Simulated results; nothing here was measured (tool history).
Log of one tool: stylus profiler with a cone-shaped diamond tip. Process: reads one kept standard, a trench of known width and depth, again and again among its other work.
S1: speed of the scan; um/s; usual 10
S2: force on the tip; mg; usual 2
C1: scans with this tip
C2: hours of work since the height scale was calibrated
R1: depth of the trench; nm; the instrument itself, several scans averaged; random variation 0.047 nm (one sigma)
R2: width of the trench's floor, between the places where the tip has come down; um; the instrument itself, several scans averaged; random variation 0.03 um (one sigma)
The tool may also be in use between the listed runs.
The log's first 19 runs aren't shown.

Run 20, hour 357.6: usual settings but S2 0.67 mg; C1 6789; C2 992. Result: R1 100.1 nm, R2 17.33 um.
Run 21, hour 380.6: usual settings but S1 3 um/s, S2 1.82 mg; C1 6908; C2 1009. Result: R1 100.56 nm, R2 17.42 um.
Run 22, hour 400.9: usual settings but S1 3 um/s, S2 1.82 mg; C1 7012; C2 1024. Result: R1 100.51 nm, R2 17.4 um.
Run 23, hour 417.7: usual settings but S1 3 um/s, S2 1.47 mg; C1 7099; C2 1037. Result: R1 100.35 nm, R2 17.38 um.
Run 24, hour 441.4: usual settings but S1 5 um/s, S2 0.89 mg; C1 7221; C2 1055. Result: R1 100.12 nm, R2 17.34 um.
Run 25, hour 466: usual settings but S1 24 um/s, S2 0.73 mg; C1 7348; C2 1073. Result: R1 100 nm, R2 17.1 um.
At hour 468.4: height scale calibrated on a step standard.
Run 26, hour 484: usual settings but S1 8 um/s, S2 1.63 mg; C1 7438; C2 12. Result: R1 100.18 nm, R2 17.29 um.
Run 27, hour 500: usual settings but S2 0.93 mg; C1 7520; C2 24. Result: R1 99.86 nm, R2 17.18 um.
Run 28, hour 518.4: usual settings but S2 2.7 mg; C1 7615; C2 38. Result: R1 100.6 nm, R2 17.33 um.
Run 29, hour 541.2: usual settings but S1 8 um/s, S2 5.48 mg; C1 7733; C2 55. Result: R1 101.25 nm, R2 17.27 um.
Run 30, hour 561: usual settings but S1 22 um/s, S2 1.68 mg; C1 7835; C2 70. Result: R1 100.12 nm, R2 17.2 um.
At hour 573.1: height scale calibrated on a step standard, once more.
Run 31, hour 585.7: usual settings but S1 22 um/s, S2 1.68 mg; C1 7959; C2 10. Result: R1 101.01 nm, R2 17.19 um.
Run 32, hour 607.3: usual settings but S1 22 um/s, S2 1.68 mg; C1 8071; C2 26. Result: R1 100.95 nm, R2 17.13 um.
Run 33, hour 626.3: usual settings but S1 5 um/s, S2 3.92 mg; C1 8169; C2 40. Result: R1 101.68 nm, R2 17.26 um.
Run 34, hour 641: usual settings but S1 17 um/s, S2 1.58 mg; C1 8244; C2 51. Result: R1 100.94 nm, R2 17.22 um.
Run 35, hour 658.9: usual settings but S1 2 um/s, S2 1.58 mg; C1 8337; C2 65. Result: R1 100.95 nm, R2 17.29 um.
Run 36, hour 672.6: usual settings but S1 7 um/s, S2 4.03 mg; C1 8407; C2 75. Result: R1 101.75 nm, R2 17.24 um.
Run 37, hour 689.6: usual settings but S1 25 um/s, S2 2.94 mg; C1 8495; C2 88. Result: R1 101.35 nm, R2 17.17 um.
Run 38, hour 708.6: usual settings but S1 25 um/s, S2 2.94 mg; C1 8593; C2 102. Result: R1 101.41 nm, R2 17.17 um.
Run 39, hour 731.3: usual settings but S2 0.94 mg; C1 8709; C2 119. Result: R1 100.72 nm, R2 17.14 um.
Run 40, hour 748.1: usual settings but S2 0.94 mg; C1 8796; C2 132. Result: R1 100.64 nm, R2 17.16 um.

Forecast each of these 3 alternatives for the next run:
Run A, hour 764.4: usual settings but S1 25 um/s; C1 8880; C2 144. Result: R1 ?, R2 ?.
Run B, hour 764.4: usual settings but S1 6 um/s; C1 8880; C2 144. Result: R1 ?, R2 ?.
Run C, hour 764.4: usual settings but S1 3 um/s, S2 0.94 mg; C1 8880; C2 144. Result: R1 ?, R2 ?.

run      R1    R2
  A  101.05  17.1
  B  101.16  17.2
  C  100.66  17.2
Without the tool's hidden state the same runs would have given:
run      R1     R2
  A  101.09  17.86
  B   101.2  17.96
  C   100.7  17.96

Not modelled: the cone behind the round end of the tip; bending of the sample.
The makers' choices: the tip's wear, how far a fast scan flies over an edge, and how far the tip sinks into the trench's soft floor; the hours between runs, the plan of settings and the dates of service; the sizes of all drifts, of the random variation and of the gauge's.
